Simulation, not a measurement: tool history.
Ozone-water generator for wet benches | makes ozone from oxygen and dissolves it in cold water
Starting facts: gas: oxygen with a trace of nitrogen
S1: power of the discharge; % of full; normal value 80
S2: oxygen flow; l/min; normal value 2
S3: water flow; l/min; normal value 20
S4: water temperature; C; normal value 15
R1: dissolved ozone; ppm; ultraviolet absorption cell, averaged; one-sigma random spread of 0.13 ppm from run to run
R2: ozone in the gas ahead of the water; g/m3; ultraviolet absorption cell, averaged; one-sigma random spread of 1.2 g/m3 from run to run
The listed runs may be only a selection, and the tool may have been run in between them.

run	hour	S1	S2	S3	S4	R1	R2
1	0	80	2	20	15	13.6	227.6
2	47.7	80	2	20	15	13.5	223.8
3	69.9	80	2	20	15	13.6	227.9
4	101	80	2	20	15	13.7	226.6
5	132.5	80	2	20	15	13.8	227.8
6	175.6	80	2	20	15	13.5	227.3
7	210.2	80	2	20	15	13.6	227.8
8	251.5	80	2	20	15	13.3	229.2
9	288.4	43	1.93	25	14	6.7	142
# hour 307.3: contactor cleaned
10	318.9	64	1.93	25	14	9.1	194
11	367.5	63	2.42	20	7	13	175.6
12	401.3	80	2	16	15	16.8	228.2
13	446.9	42	2	16	15	9.9	141.3
14	487.6	99	1.16	20	10	13	332.2
15	527.2	99	1.16	20	10	13	327.4

Branching from run 15: 4 alternative next runs. What would each branch give?
A	561.9	99	2.13	20	15	?	?
B	561.9	87	1.16	20	10	?	?
C	561.9	93	3.27	20	7	?	?
D	561.9	41	2	16	15	?	?

run	R1	R2
A	16.2	263.5
B	11.6	299.8
C	19.7	214.3
D	9.7	135.3
Stripped of hidden state, with their random variation kept, the same runs would have yielded:
run	R1	R2
A	16.3	260.7
B	11.7	296.6
C	19.7	212
D	9.7	133.7

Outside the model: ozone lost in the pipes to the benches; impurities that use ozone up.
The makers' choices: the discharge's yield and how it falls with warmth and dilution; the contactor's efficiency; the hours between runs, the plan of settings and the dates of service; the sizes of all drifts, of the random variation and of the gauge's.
